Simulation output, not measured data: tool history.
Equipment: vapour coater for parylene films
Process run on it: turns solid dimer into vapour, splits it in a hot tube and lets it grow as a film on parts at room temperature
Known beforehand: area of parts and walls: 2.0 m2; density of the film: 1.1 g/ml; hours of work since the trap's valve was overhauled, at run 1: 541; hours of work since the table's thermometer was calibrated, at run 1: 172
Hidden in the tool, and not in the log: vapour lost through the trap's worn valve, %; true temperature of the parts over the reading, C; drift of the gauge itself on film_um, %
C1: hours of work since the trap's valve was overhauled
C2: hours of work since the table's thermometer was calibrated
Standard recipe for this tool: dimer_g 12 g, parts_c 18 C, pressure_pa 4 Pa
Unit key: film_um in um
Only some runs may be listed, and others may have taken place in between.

run 1 hour=0 | dimer_g=12 parts_c=18 pressure_pa=4 | C1=541 C2=172 | film_um=4.09
run 2 hour=10.3 | dimer_g=12 parts_c=26 pressure_pa=4 | C1=547 C2=178 | film_um=2.9
run 3 hour=26 | dimer_g=12 parts_c=18 pressure_pa=2.2 | C1=557 C2=188 | film_um=4.31
run 4 hour=41 | dimer_g=12 parts_c=18 pressure_pa=2.53 | C1=566 C2=197 | film_um=4.24
run 5 hour=54.8 | dimer_g=12 parts_c=18 pressure_pa=4.53 | C1=574 C2=206 | film_um=4
run 6 hour=70.2 | dimer_g=13 parts_c=18 pressure_pa=4 | C1=584 C2=215 | film_um=4.39
run 7 hour=81.9 | dimer_g=13 parts_c=18 pressure_pa=4 | C1=591 C2=223 | film_um=4.42
run 8 hour=98.2 | dimer_g=13 parts_c=18 pressure_pa=4 | C1=601 C2=233 | film_um=4.39
run 9 hour=117.8 | dimer_g=13 parts_c=18 pressure_pa=4 | C1=613 C2=245 | film_um=4.44
run 10 hour=131.1 | dimer_g=13 parts_c=18 pressure_pa=4 | C1=621 C2=253 | film_um=4.44
run 11 hour=146.7 | dimer_g=12 parts_c=18 pressure_pa=4 | C1=631 C2=262 | film_um=4.08
run 12 hour=160.8 | dimer_g=12 parts_c=18 pressure_pa=4 | C1=640 C2=271 | film_um=4.11
run 13 hour=173.9 | dimer_g=12 parts_c=18 pressure_pa=4 | C1=648 C2=279 | film_um=4.1
run 14 hour=191.6 | dimer_g=12 parts_c=18 pressure_pa=4 | C1=659 C2=290 | film_um=4.14
-- hour=197.3 trap's valve overhauled
run 15 hour=206.8 | dimer_g=12 parts_c=18 pressure_pa=4 | C1=6 C2=297 | film_um=4.14
run 16 hour=226.6 | dimer_g=12 parts_c=18 pressure_pa=4 | C1=18 C2=309 | film_um=4.11
run 17 hour=235 | dimer_g=13 parts_c=18 pressure_pa=10.52 | C1=23 C2=314 | film_um=4.09
run 18 hour=250.7 | dimer_g=8 parts_c=20 pressure_pa=10.13 | C1=33 C2=324 | film_um=2.33
run 19 hour=261.6 | dimer_g=9 parts_c=11 pressure_pa=4.15 | C1=40 C2=331 | film_um=4.07
run 20 hour=280.4 | dimer_g=12 parts_c=30 pressure_pa=7.04 | C1=51 C2=342 | film_um=2.36
run 21 hour=298.8 | dimer_g=12 parts_c=30 pressure_pa=7.04 | C1=63 C2=354 | film_um=2.35
run 22 hour=313.6 | dimer_g=12 parts_c=30 pressure_pa=7.04 | C1=72 C2=363 | film_um=2.35
run 23 hour=327.4 | dimer_g=12 parts_c=30 pressure_pa=7.04 | C1=80 C2=371 | film_um=2.37
run 24 hour=337.4 | dimer_g=7 parts_c=16 pressure_pa=2.12 | C1=86 C2=378 | film_um=2.8
run 25 hour=356.2 | dimer_g=7 parts_c=16 pressure_pa=2.12 | C1=98 C2=389 | film_um=2.8
-- hour=369.1 gauge calibrated
run 26 hour=376 | dimer_g=7 parts_c=16 pressure_pa=2.12 | C1=110 C2=401 | film_um=2.73
run 27 hour=395 | dimer_g=7 parts_c=13 pressure_pa=2.12 | C1=122 C2=413 | film_um=3.12
run 28 hour=404.9 | dimer_g=7 parts_c=13 pressure_pa=2.12 | C1=128 C2=419 | film_um=3.1

Selected run-to-run steps in film_um, each split into two signed amounts: the part the tool would show with no hidden state at all (from settings, incoming material and random variation), and the remainder, which goes to the hidden state together with any gauge scatter not common to the measured and the hidden-state-free results:
Run 17 -> 18: dimer_g 13 -> 8, parts_c 18 -> 20, pressure_pa 10.52 -> 10.13. film_um -1.76 um: hidden state -0.02, all else -1.74.
Run 18 -> 19: dimer_g 8 -> 9, parts_c 20 -> 11, pressure_pa 10.13 -> 4.15. film_um +1.74 um: hidden state +0.03, all else +1.71.
Run 25 -> 26: gauge calibrated. film_um -0.07 um: hidden state -0.08, all else +0.01.
